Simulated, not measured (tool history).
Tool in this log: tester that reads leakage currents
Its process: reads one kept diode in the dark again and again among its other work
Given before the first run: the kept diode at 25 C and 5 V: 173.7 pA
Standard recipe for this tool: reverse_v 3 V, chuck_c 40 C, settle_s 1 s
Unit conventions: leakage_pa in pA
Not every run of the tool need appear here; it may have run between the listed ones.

Run 1, day 0: usual settings. Result: leakage_pa 459.6 pA.
Run 2, day 1.967: usual settings. Result: leakage_pa 460.3 pA.
Run 3, day 3.975: usual settings. Result: leakage_pa 458.36 pA.
Run 4, day 6.917: usual settings but settle_s 2.09 s. Result: leakage_pa 457.05 pA.
At day 9.021: chuck's temperature calibrated.
Run 5, day 10.204: usual settings. Result: leakage_pa 457.87 pA.
Run 6, day 12.121: usual settings. Result: leakage_pa 459.28 pA.
Run 7, day 13.833: usual settings but reverse_v 10.12 V, chuck_c 34 C, settle_s 9.98 s. Result: leakage_pa 437.29 pA.
Run 8, day 15.767: usual settings but reverse_v 2.26 V. Result: leakage_pa 417.74 pA.
At day 16.717: probe card cleaned and baked.
Run 9, day 17.912: usual settings but reverse_v 2.26 V. Result: leakage_pa 417.84 pA.
Run 10, day 19.875: usual settings but reverse_v 8.93 V, chuck_c 32 C, settle_s 0.93 s. Result: leakage_pa 362.95 pA.

Alternative continuations, all from the tool just after run 10; predict every row:
Run A, day 21.679: usual settings but reverse_v 5.71 V, chuck_c 49 C, settle_s 2.64 s. Result: leakage_pa ?.
Run B, day 21.679: usual settings but reverse_v 6.67 V, chuck_c 21 C, settle_s 0.49 s. Result: leakage_pa ?.
Run C, day 21.679: usual settings but settle_s 1.15 s. Result: leakage_pa ?.

run  leakage_pa
  A      1061.4
  B      139.47
  C      460.25
The same runs, with their run-to-run variation unchanged, on a tool lacking any hidden condition would have given:
run  leakage_pa
  A     1061.14
  B      139.42
  C      460.13
